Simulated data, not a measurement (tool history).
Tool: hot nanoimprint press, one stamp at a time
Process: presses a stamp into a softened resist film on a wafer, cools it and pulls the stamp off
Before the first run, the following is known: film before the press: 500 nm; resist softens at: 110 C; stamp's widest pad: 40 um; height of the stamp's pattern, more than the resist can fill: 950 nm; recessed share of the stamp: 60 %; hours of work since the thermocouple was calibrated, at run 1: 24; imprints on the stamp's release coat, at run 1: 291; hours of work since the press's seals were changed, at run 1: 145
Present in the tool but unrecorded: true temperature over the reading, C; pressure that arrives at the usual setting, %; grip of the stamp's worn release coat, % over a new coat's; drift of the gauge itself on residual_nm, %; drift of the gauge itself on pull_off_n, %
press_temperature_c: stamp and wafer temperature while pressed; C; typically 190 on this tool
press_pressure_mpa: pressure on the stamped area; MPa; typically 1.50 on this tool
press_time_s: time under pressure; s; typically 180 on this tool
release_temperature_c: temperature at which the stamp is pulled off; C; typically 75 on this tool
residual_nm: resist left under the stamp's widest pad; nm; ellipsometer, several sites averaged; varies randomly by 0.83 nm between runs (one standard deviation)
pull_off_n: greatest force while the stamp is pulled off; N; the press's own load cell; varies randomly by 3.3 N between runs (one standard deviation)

run    day  press_temperature_c  press_pressure_mpa  press_time_s  release_temperature_c  hours of work since the thermocouple was calibrated  imprints on the stamp's release coat  hours of work since the press's seals were changed  residual_nm  pull_off_n
  1  0.000                  190                1.50           180                     75                                                   24                                   291                                                 145        251.9         184
  2  0.192                  190                1.50           180                     75                                                   28                                   315                                                 148        251.3         190
  3  0.354                  190                1.50           180                     75                                                   31                                   336                                                 151        251.3         188
  4  0.575                  190                1.50           180                     75                                                   35                                   364                                                 155        252.6         185
  5  0.867                  190                1.50           180                     75                                                   40                                   401                                                 160        251.4         188
  6  1.133                  190                1.50           180                     75                                                   45                                   436                                                 165        253.1         191
  7  1.371                  190                1.50           180                     75                                                   49                                   466                                                 170        252.0         195
  8  1.658                  190                1.50           303                     75                                                   55                                   503                                                 175        209.9         184
  9  1.879                  190                1.50           303                     75                                                   59                                   531                                                 179        208.9         189
 10  2.129                  190                1.50           303                     75                                                   63                                   563                                                 183        208.9         199
 11  2.500                  190                1.50           303                     75                                                   70                                   611                                                 190        208.7         197
 12  2.733                  190                1.50           180                     75                                                   74                                   641                                                 194        252.3         197
 13  2.925                  190                1.50           180                     75                                                   78                                   665                                                 198        253.4         202
 14  3.104                  190                1.50           180                     75                                                   81                                   688                                                 201        253.8         190
 15  3.500                  190                1.50           180                     75                                                   88                                   739                                                 209        253.6         203
 16  3.692                  190                1.50           180                     75                                                   92                                   763                                                 212        254.1         203
 17  4.058                  190                1.50           180                     75                                                   98                                   811                                                 219        254.7         204
 18  4.429                  191                1.75            97                     63                                                  105                                   858                                                 225        283.2         280
 19  4.688                  191                1.75            97                     63                                                  110                                   891                                                 230        283.7         274
 20  4.862                  191                1.75            97                     63                                                  113                                   913                                                 233        284.1         272
 21  5.175                  190                1.50           180                     61                                                  119                                   953                                                 239        256.1         289
 22  5.425                  190                1.50           238                     63                                                  123                                   985                                                 244        230.9         273
 23  5.767                  185                1.43            93                     68                                                  130                                  1029                                                 250        368.9         250
 24  6.125                  185                1.43            93                     68                                                  136                                  1075                                                 256        369.9         254
 25  6.479                  190                1.50            97                     72                                                  143                                  1121                                                 263        312.1         232
 26  6.867                  190                1.50           121                     75                                                  150                                  1170                                                 270        292.5         216
 27  7.062                  190                1.50           121                     73                                                  153                                  1195                                                 274        291.6         227
 28  7.325                  187                1.50           180                     60                                                  158                                  1229                                                 278        288.1         308
 29  7.612                  197                1.05           251                     75                                                  163                                  1266                                                 284        202.8         225
 30  7.775                  197                1.05           251                     75                                                  166                                  1287                                                 287        202.9         217

Branching from run 30: 3 alternative next runs. What would each branch give?
  A  8.079                  196                1.50           180                     75                                                  172                                  1326                                                 292            ?           ?
  B  8.079                  190                1.50           180                     61                                                  172                                  1326                                                 292            ?           ?
  C  8.079                  192                1.05           251                     75                                                  172                                  1326                                                 292            ?           ?

run  residual_nm  pull_off_n
  A        202.1         221
  B        258.2         296
  C        246.6         218
Take away the tool's hidden state, keep each run's random variation, and the runs would have read:
run  residual_nm  pull_off_n
  A        191.7         176
  B        245.6         237
  C        235.3         173
